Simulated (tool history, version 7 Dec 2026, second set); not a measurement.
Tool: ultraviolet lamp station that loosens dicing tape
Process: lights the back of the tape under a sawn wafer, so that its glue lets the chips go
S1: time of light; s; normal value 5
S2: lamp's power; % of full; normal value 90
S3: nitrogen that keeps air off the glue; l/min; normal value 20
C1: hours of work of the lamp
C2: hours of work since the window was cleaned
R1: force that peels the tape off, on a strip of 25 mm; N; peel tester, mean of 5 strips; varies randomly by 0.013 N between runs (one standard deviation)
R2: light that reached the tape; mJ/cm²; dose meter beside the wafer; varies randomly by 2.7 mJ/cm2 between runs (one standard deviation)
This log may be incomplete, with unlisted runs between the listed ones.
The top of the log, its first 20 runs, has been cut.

run,hour,S1,S2,S3,C1,C2,R1,R2
21,340.1,4,90,7,537,290,1.749,295
22,358.6,4,90,7,548,301,1.744,298
23,368.2,2,90,34,553,306,2.469,149
24,381.9,2,90,34,560,313,2.428,146
25,395.0,5,65,20,568,321,1.196,266
26,405.8,7,61,40,574,327,0.475,352
27,422.6,6,90,28,583,336,0.325,445
28,446.3,10,85,7,596,349,0.277,702
29,459.2,3,84,7,603,356,2.806,208
30,470.2,3,84,7,609,362,2.763,209
31,481.1,3,84,7,615,368,2.781,208
32,499.5,4,78,18,625,378,1.394,260
33,522.5,6,90,38,638,391,0.274,439
34,541.4,5,90,35,648,401,0.443,372
# hour 548.1: window cleaned of glue's vapour
35,564.5,5,69,19,661,9,1.115,282
36,584.1,5,94,21,672,20,0.565,385
37,600.2,4,63,35,681,29,1.470,211
38,622.7,8,63,6,693,41,1.113,411
39,639.4,3,90,8,702,50,2.489,224
40,657.8,7,93,27,712,60,0.214,537
41,672.3,5,90,8,720,68,1.102,375
42,692.3,5,90,8,731,79,1.138,372
43,705.8,5,94,19,739,87,0.563,390

4 options for the next run, each taken on its own from the tool as it stands now. Forecast them:
A,727.8,7,81,20,751,99,?,?
B,727.8,5,88,31,751,99,?,?
C,727.8,5,62,19,751,99,?,?
D,727.8,5,89,20,751,99,?,?

run,R1,R2
A,0.347,470
B,0.502,366
C,1.384,255
D,0.623,367
Take away the tool's hidden state, keep each run's random variation, and the runs would have read:
run,R1,R2
A,0.346,470
B,0.500,366
C,1.379,256
D,0.620,368

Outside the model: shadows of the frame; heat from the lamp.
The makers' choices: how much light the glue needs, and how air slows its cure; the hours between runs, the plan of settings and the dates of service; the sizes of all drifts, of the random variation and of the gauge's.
